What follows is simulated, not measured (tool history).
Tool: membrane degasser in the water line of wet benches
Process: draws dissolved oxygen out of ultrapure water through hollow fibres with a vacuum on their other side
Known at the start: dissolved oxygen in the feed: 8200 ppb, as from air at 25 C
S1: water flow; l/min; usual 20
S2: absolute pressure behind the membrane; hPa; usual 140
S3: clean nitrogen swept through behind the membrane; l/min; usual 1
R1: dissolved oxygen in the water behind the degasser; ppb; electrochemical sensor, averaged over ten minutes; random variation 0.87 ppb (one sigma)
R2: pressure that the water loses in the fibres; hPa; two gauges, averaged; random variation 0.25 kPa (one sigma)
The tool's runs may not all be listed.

{"run": 1, "hour": 0.0, "S1": 20, "S2": 140, "S3": 1, "R1": 467.5, "R2": 658.4}
{"run": 2, "hour": 146.8, "S1": 20, "S2": 140, "S3": 1, "R1": 466.6, "R2": 669.3}
{"run": 3, "hour": 267.0, "S1": 20, "S2": 140, "S3": 1, "R1": 466.2, "R2": 663.7}
{"run": 4, "hour": 366.4, "S1": 20, "S2": 140, "S3": 1, "R1": 467.8, "R2": 663.6}
{"run": 5, "hour": 482.2, "S1": 20, "S2": 140, "S3": 1, "R1": 465.8, "R2": 669}
{"run": 6, "hour": 560.2, "S1": 29, "S2": 140, "S3": 1, "R1": 632.5, "R2": 968.4}
{"run": 7, "hour": 668.7, "S1": 14, "S2": 108, "S3": 0.48, "R1": 455.7, "R2": 468.1}
{"run": 8, "hour": 787.9, "S1": 28, "S2": 108, "S3": 0.58, "R1": 674.8, "R2": 934.1}
{"run": 9, "hour": 957.6, "S1": 28, "S2": 108, "S3": 0.58, "R1": 673.8, "R2": 939.3}
{"run": 10, "hour": 1030.2, "S1": 28, "S2": 108, "S3": 0.58, "R1": 674.2, "R2": 930.6}

4 ways to go on from here, each from the tool as it stands after run 10. What would each give?
{"run": "A", "hour": 1119.5, "S1": 16, "S2": 108, "S3": 2.76, "R1": "?", "R2": "?"}
{"run": "B", "hour": 1119.5, "S1": 29, "S2": 140, "S3": 1, "R1": "?", "R2": "?"}
{"run": "C", "hour": 1119.5, "S1": 20, "S2": 140, "S3": 0.6, "R1": "?", "R2": "?"}
{"run": "D", "hour": 1119.5, "S1": 17, "S2": 108, "S3": 0.58, "R1": "?", "R2": "?"}

run=A R1=110.3 R2=539.4
run=B R1=633.4 R2=966.4
run=C R1=706.3 R2=667.3
run=D R1=458.7 R2=568.5
Without the tool's hidden state the same runs would have given:
run=A R1=107.8 R2=530.8
run=B R1=627.3 R2=950.8
run=C R1=699.9 R2=656.5
run=D R1=452.6 R2=559.4
